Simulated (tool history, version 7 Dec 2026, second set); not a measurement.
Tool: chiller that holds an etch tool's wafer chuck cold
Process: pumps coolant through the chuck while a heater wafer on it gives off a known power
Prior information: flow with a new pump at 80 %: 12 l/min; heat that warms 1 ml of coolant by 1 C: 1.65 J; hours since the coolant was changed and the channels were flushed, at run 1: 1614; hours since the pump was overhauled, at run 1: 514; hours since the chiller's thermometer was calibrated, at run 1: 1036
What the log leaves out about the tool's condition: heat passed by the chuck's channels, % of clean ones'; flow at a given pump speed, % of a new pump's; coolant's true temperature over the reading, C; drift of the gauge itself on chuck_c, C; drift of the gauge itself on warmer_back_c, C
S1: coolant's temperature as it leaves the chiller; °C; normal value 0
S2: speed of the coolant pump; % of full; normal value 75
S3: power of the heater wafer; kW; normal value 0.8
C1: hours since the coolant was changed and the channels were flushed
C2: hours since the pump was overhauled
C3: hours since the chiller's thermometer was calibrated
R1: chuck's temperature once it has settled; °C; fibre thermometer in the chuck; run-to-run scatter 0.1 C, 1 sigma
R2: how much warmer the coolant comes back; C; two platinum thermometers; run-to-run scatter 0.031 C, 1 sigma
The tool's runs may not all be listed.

run	hour	S1	S2	S3	C1	C2	C3	R1	R2
1	0	0	75	0.8	1614	514	1036	5.7	2.54
2	24.5	0	75	0.435	1639	538	1060	3.2	1.43
3	44	0	75	0.435	1658	558	1080	3.2	1.43
4	60.1	1	75	0.8	1674	574	1096	7	2.61
5	80	1	75	0.8	1694	594	1116	6.6	2.62
6	112.7	0	75	0.8	1727	626	1148	6.2	2.59
7	139.4	0	75	0.8	1754	653	1175	5.9	2.64
8	159.6	0	75	0.8	1774	673	1195	5.6	2.66
# hour 166.9: coolant pump overhauled
9	199.9	1	83	0.54	1809	33	1231	4.6	1.57
10	235.8	1	91	0.982	1845	69	1267	7.2	2.57
11	264.1	1	91	0.982	1873	97	1295	7	2.62
12	298.2	0	74	0.673	1908	131	1329	5.1	2.23
13	320	0	75	1.064	1929	153	1351	7.9	3.52
# hour 341.4: coolant pump overhauled, once more
14	344.7	0	68	0.562	1949	3	1370	4.5	2.06

Branching from run 14: 3 alternative next runs. What would each branch give?
A	382.7	-1	91	0.754	1987	41	1408	?	?
B	382.7	0	91	0.562	1987	41	1408	?	?
C	382.7	-6	75	0.8	1987	41	1408	?	?

run	R1	R2
A	3.7	2.06
B	3.7	1.48
C	-0.2	2.55
Take away the tool's hidden state, keep each run's random variation, and the runs would have read:
run	R1	R2
A	3.2	2.06
B	3.3	1.48
C	-0.8	2.55
